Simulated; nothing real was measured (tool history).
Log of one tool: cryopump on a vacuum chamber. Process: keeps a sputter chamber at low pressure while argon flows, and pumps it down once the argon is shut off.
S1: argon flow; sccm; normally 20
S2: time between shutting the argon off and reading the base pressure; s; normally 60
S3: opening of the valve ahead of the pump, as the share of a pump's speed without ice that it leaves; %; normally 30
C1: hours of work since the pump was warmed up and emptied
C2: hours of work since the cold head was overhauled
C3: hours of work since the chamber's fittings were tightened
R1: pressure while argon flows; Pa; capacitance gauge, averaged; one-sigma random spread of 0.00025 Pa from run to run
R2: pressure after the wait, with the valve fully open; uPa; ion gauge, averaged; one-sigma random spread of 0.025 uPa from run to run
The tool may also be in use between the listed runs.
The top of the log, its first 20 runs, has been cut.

run	day	S1	S2	S3	C1	C2	C3	R1	R2
21	25.708	20	24	35	63	858	1947	0.0661	3.06
22	27.033	20	24	35	87	882	1970	0.0663	3.18
23	28.354	20	24	35	110	905	1994	0.0668	3.19
24	30.104	34	77	30	140	935	2024	0.1321	1.96
25	30.883	20	155	18	154	949	2038	0.1288	1.64
26	32.004	9	65	33	174	969	2057	0.032	2.12
27	32.883	9	65	33	189	984	2073	0.032	2.17
28	34.1	36	20	43	210	1005	2094	0.0992	3.58
29	36.038	36	20	43	244	1039	2128	0.0991	3.69
# day 36.462: leaking fittings of the chamber tightened, without venting
30	37.283	35	20	27	264	1059	14	0.1525	2.52
31	38.762	32	60	30	290	1085	40	0.1255	1.04
32	40.6	34	32	18	323	1117	72	0.2216	1.65

Consider 5 possible next runs. They are alternatives, not a sequence: every one starts from the tool as it was left by run 32. What does each give?
A	41.938	20	67	17	346	1141	96	?	?
B	41.938	34	32	20	346	1141	96	?	?
C	41.938	9	41	18	346	1141	96	?	?
D	41.938	20	37	16	346	1141	96	?	?
E	41.938	10	86	30	346	1141	96	?	?

run	R1	R2
A	0.1373	0.93
B	0.1991	1.72
C	0.058	1.42
D	0.1467	1.51
E	0.0392	0.81
Stripped of hidden state, with their random variation kept, the same runs would have yielded:
run	R1	R2
A	0.1356	0.85
B	0.1961	1.64
C	0.0573	1.34
D	0.1449	1.43
E	0.0383	0.73
